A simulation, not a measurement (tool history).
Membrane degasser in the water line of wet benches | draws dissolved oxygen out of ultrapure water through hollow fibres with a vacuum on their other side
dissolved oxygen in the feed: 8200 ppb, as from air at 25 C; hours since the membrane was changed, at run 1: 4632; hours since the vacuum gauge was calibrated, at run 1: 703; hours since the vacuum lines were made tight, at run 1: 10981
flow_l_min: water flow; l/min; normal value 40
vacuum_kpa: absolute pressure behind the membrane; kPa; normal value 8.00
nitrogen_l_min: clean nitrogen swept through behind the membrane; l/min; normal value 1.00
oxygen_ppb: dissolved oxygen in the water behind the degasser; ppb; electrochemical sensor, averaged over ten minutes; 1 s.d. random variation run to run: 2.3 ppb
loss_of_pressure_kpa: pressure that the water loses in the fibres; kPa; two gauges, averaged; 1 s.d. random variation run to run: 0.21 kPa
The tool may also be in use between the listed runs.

run,day,flow_l_min,vacuum_kpa,nitrogen_l_min,hours since the membrane was changed,hours since the vacuum gauge was calibrated,hours since the vacuum lines were made tight,oxygen_ppb,loss_of_pressure_kpa
1,0.000,40,8.00,1.00,4632,703,10981,390.0,51.09
2,8.233,37,8.00,1.00,4830,901,11178,365.8,47.64
3,13.138,37,8.00,1.00,4947,1018,11296,361.4,47.37
4,20.079,28,8.00,1.00,5114,1185,11463,287.2,35.89
5,26.229,28,8.00,1.00,5262,1332,11610,288.2,36.03
6,34.704,53,8.00,1.00,5465,1536,11814,511.8,67.83
7,40.729,53,8.00,0.50,5610,1680,11958,763.8,68.29
8,48.000,53,8.00,0.50,5784,1855,12133,759.7,68.16
9,53.446,40,8.00,1.00,5915,1986,12263,393.2,51.26
10,61.312,40,8.00,1.00,6104,2174,12452,393.6,51.45
# day 64.712: seals of the vacuum lines changed
11,68.088,40,8.00,2.43,6264,2335,81,196.8,51.67
12,75.992,40,16.04,2.43,6454,2525,271,479.5,51.95
13,81.550,31,16.04,2.43,6587,2658,404,375.6,40.21
14,88.308,40,8.00,0.80,6750,2820,566,466.3,51.38
15,93.283,40,8.00,1.11,6869,2940,686,368.4,51.45
# day 101.392: vacuum gauge calibrated
16,101.892,40,8.00,1.00,7075,12,892,396.6,51.59
17,109.762,43,9.65,1.06,7264,201,1081,531.3,55.36
18,117.092,38,7.53,1.03,7440,377,1257,337.8,49.24
19,121.821,38,7.53,1.03,7553,490,1370,339.4,49.06
20,126.325,40,19.49,1.00,7661,598,1478,1185.1,51.55
21,131.021,24,16.88,2.75,7774,711,1591,282.5,30.94
22,137.192,24,6.03,2.75,7922,859,1739,63.8,31.10
# day 144.458: vacuum gauge calibrated, once more
23,144.775,37,15.65,1.73,8104,8,1920,569.4,47.92
24,151.550,57,15.65,1.73,8266,170,2083,842.6,74.03
25,159.967,33,10.87,1.73,8468,372,2285,325.3,43.08
26,165.188,35,4.88,1.98,8594,498,2410,77.0,45.61
27,173.467,54,8.00,0.86,8792,696,2609,568.2,70.78
28,179.283,54,8.00,0.86,8932,836,2749,571.8,69.94
29,187.221,57,5.66,2.06,9122,1026,2939,213.9,74.68
30,194.121,57,18.92,0.48,9288,1192,3105,2220.2,74.09
31,198.829,54,8.00,1.00,9401,1305,3218,513.6,70.37
32,203.167,36,11.76,1.21,9505,1409,3322,528.6,46.55

Describe how what the log doesn't record of the tool's condition differs between the last listed run preceding each entry between runs and the first listed run following it.
After run 10, before run 11: seals of the vacuum lines changed (day 64.712)
  membrane still open, %: 97.4 -> 97.3; air that leaks in behind the membrane, l/min: 0.0375 -> 0.0031
  the result without the hidden state subtracted from the measured one, oxygen_ppb: +9.0 -> +5.7 ppb; loss_of_pressure_kpa: +1.37 -> +1.39 kPa
After run 15, before run 16: vacuum gauge calibrated (day 101.392)
  membrane still open, %: 97 -> 96.9; true pressure behind the membrane over the reading, kPa: 0.1 -> 0.13; air that leaks in behind the membrane, l/min: 0.0047 -> 0.0053
  the result without the hidden state subtracted from the measured one, oxygen_ppb: +10.1 -> +12.8 ppb; loss_of_pressure_kpa: +1.53 -> +1.58 kPa
After run 22, before run 23: vacuum gauge calibrated, once more (day 144.458)
  membrane still open, %: 96.6 -> 96.5; true pressure behind the membrane over the reading, kPa: 0.16 -> -0.02; air that leaks in behind the membrane, l/min: 0.0077 -> 0.0083
  the result without the hidden state subtracted from the measured one, oxygen_ppb: +4.0 -> +2.9 ppb; loss_of_pressure_kpa: +1.06 -> +1.68 kPa
